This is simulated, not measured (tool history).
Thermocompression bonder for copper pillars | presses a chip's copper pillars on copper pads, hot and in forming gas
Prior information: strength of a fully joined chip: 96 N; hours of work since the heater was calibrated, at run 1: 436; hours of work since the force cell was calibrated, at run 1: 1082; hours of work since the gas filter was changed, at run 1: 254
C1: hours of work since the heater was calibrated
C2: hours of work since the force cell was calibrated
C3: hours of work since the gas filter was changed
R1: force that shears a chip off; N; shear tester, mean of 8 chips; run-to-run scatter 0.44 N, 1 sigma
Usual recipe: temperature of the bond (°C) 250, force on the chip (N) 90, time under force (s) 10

run 1 day=0 | temperature_of_the_bond_(°C)=250 force_on_the_chip_(N)=90 time_under_force_(s)=10 | C1=436 C2=1082 C3=254 | R1=63
run 2 day=0.629 | temperature_of_the_bond_(°C)=251 force_on_the_chip_(N)=90 time_under_force_(s)=10 | C1=446 C2=1092 C3=264 | R1=63.2
run 3 day=1.288 | temperature_of_the_bond_(°C)=251 force_on_the_chip_(N)=90 time_under_force_(s)=10 | C1=457 C2=1103 C3=274 | R1=63.3
run 4 day=1.612 | temperature_of_the_bond_(°C)=250 force_on_the_chip_(N)=90 time_under_force_(s)=10 | C1=462 C2=1108 C3=280 | R1=62.5
run 5 day=2.288 | temperature_of_the_bond_(°C)=250 force_on_the_chip_(N)=90 time_under_force_(s)=10 | C1=473 C2=1119 C3=290 | R1=62.3
run 6 day=2.833 | temperature_of_the_bond_(°C)=250 force_on_the_chip_(N)=90 time_under_force_(s)=10 | C1=482 C2=1128 C3=299 | R1=61.7
run 7 day=3.508 | temperature_of_the_bond_(°C)=250 force_on_the_chip_(N)=90 time_under_force_(s)=10 | C1=493 C2=1138 C3=310 | R1=62.3
run 8 day=3.817 | temperature_of_the_bond_(°C)=250 force_on_the_chip_(N)=130 time_under_force_(s)=10 | C1=497 C2=1143 C3=315 | R1=69.5
-- day=4.3 force cell calibrated
run 9 day=4.329 | temperature_of_the_bond_(°C)=250 force_on_the_chip_(N)=130 time_under_force_(s)=10 | C1=505 C2=1 C3=322 | R1=70.4
run 10 day=5.042 | temperature_of_the_bond_(°C)=256 force_on_the_chip_(N)=90 time_under_force_(s)=10 | C1=516 C2=12 C3=333 | R1=66.7
run 11 day=5.6 | temperature_of_the_bond_(°C)=256 force_on_the_chip_(N)=90 time_under_force_(s)=10 | C1=525 C2=21 C3=342 | R1=66.1
run 12 day=6.321 | temperature_of_the_bond_(°C)=250 force_on_the_chip_(N)=90 time_under_force_(s)=10 | C1=536 C2=32 C3=354 | R1=63.2
run 13 day=6.996 | temperature_of_the_bond_(°C)=250 force_on_the_chip_(N)=90 time_under_force_(s)=10 | C1=547 C2=43 C3=365 | R1=63.5
run 14 day=7.629 | temperature_of_the_bond_(°C)=250 force_on_the_chip_(N)=90 time_under_force_(s)=10 | C1=557 C2=53 C3=375 | R1=62.5
run 15 day=8.2 | temperature_of_the_bond_(°C)=250 force_on_the_chip_(N)=59 time_under_force_(s)=10 | C1=567 C2=62 C3=384 | R1=55.1
run 16 day=8.529 | temperature_of_the_bond_(°C)=250 force_on_the_chip_(N)=90 time_under_force_(s)=10 | C1=572 C2=68 C3=389 | R1=62
-- day=8.933 forming gas filter changed
run 17 day=8.954 | temperature_of_the_bond_(°C)=250 force_on_the_chip_(N)=90 time_under_force_(s)=10 | C1=578 C2=74 C3=0 | R1=70.2
run 18 day=9.388 | temperature_of_the_bond_(°C)=250 force_on_the_chip_(N)=90 time_under_force_(s)=10 | C1=585 C2=81 C3=7 | R1=70
run 19 day=9.992 | temperature_of_the_bond_(°C)=250 force_on_the_chip_(N)=55 time_under_force_(s)=10 | C1=595 C2=91 C3=17 | R1=59.9
run 20 day=10.579 | temperature_of_the_bond_(°C)=250 force_on_the_chip_(N)=55 time_under_force_(s)=10 | C1=604 C2=100 C3=26 | R1=58.7
run 21 day=11.071 | temperature_of_the_bond_(°C)=266 force_on_the_chip_(N)=106 time_under_force_(s)=19 | C1=612 C2=108 C3=34 | R1=87.5
run 22 day=11.458 | temperature_of_the_bond_(°C)=250 force_on_the_chip_(N)=87 time_under_force_(s)=9 | C1=618 C2=114 C3=40 | R1=67.5
run 23 day=11.833 | temperature_of_the_bond_(°C)=250 force_on_the_chip_(N)=87 time_under_force_(s)=9 | C1=624 C2=120 C3=46 | R1=66.8
-- day=11.95 heater calibrated with a thermocouple chip
run 24 day=12.571 | temperature_of_the_bond_(°C)=250 force_on_the_chip_(N)=71 time_under_force_(s)=17 | C1=10 C2=131 C3=57 | R1=73.8
run 25 day=12.946 | temperature_of_the_bond_(°C)=250 force_on_the_chip_(N)=71 time_under_force_(s)=17 | C1=16 C2=137 C3=63 | R1=74.6
run 26 day=13.446 | temperature_of_the_bond_(°C)=250 force_on_the_chip_(N)=71 time_under_force_(s)=17 | C1=24 C2=145 C3=71 | R1=74.1
run 27 day=14.125 | temperature_of_the_bond_(°C)=250 force_on_the_chip_(N)=71 time_under_force_(s)=17 | C1=35 C2=155 C3=82 | R1=73.8
-- day=14.296 heater calibrated with a thermocouple chip, once more
run 28 day=14.854 | temperature_of_the_bond_(°C)=270 force_on_the_chip_(N)=69 time_under_force_(s)=5 | C1=9 C2=166 C3=92 | R1=60.8
run 29 day=15.188 | temperature_of_the_bond_(°C)=250 force_on_the_chip_(N)=62 time_under_force_(s)=21 | C1=14 C2=171 C3=97 | R1=70.2
run 30 day=15.692 | temperature_of_the_bond_(°C)=250 force_on_the_chip_(N)=107 time_under_force_(s)=5 | C1=22 C2=179 C3=105 | R1=57.4
run 31 day=16.15 | temperature_of_the_bond_(°C)=250 force_on_the_chip_(N)=90 time_under_force_(s)=27 | C1=30 C2=187 C3=113 | R1=80.2
run 32 day=16.742 | temperature_of_the_bond_(°C)=250 force_on_the_chip_(N)=68 time_under_force_(s)=20 | C1=39 C2=196 C3=122 | R1=70.2
run 33 day=17.438 | temperature_of_the_bond_(°C)=226 force_on_the_chip_(N)=94 time_under_force_(s)=5 | C1=50 C2=207 C3=133 | R1=38.9
run 34 day=17.912 | temperature_of_the_bond_(°C)=226 force_on_the_chip_(N)=94 time_under_force_(s)=5 | C1=58 C2=215 C3=141 | R1=38.8
run 35 day=18.396 | temperature_of_the_bond_(°C)=226 force_on_the_chip_(N)=94 time_under_force_(s)=5 | C1=66 C2=222 C3=149 | R1=39.3
run 36 day=18.808 | temperature_of_the_bond_(°C)=226 force_on_the_chip_(N)=94 time_under_force_(s)=5 | C1=72 C2=229 C3=155 | R1=39
run 37 day=19.2 | temperature_of_the_bond_(°C)=267 force_on_the_chip_(N)=123 time_under_force_(s)=14 | C1=78 C2=235 C3=162 | R1=82.7
run 38 day=19.892 | temperature_of_the_bond_(°C)=269 force_on_the_chip_(N)=104 time_under_force_(s)=13 | C1=89 C2=246 C3=173 | R1=81
run 39 day=20.538 | temperature_of_the_bond_(°C)=230 force_on_the_chip_(N)=108 time_under_force_(s)=6 | C1=100 C2=257 C3=183 | R1=46.6
run 40 day=21.092 | temperature_of_the_bond_(°C)=230 force_on_the_chip_(N)=108 time_under_force_(s)=6 | C1=109 C2=266 C3=192 | R1=45.8

4 ways to go on from here, each from the tool as it stands after run 40. What would each give?
run A day=21.521 | temperature_of_the_bond_(°C)=256 force_on_the_chip_(N)=93 time_under_force_(s)=16 | C1=116 C2=272 C3=199 | R1=?
run B day=21.521 | temperature_of_the_bond_(°C)=252 force_on_the_chip_(N)=59 time_under_force_(s)=7 | C1=116 C2=272 C3=199 | R1=?
run C day=21.521 | temperature_of_the_bond_(°C)=230 force_on_the_chip_(N)=101 time_under_force_(s)=22 | C1=116 C2=272 C3=199 | R1=?
run D day=21.521 | temperature_of_the_bond_(°C)=256 force_on_the_chip_(N)=57 time_under_force_(s)=14 | C1=116 C2=272 C3=199 | R1=?

run=A R1=74.6
run=B R1=51.8
run=C R1=66.5
run=D R1=64.9
With the hidden condition removed and each run's random variation left untouched, the same runs would have given:
run=A R1=79
run=B R1=54.9
run=C R1=70.3
run=D R1=68.7

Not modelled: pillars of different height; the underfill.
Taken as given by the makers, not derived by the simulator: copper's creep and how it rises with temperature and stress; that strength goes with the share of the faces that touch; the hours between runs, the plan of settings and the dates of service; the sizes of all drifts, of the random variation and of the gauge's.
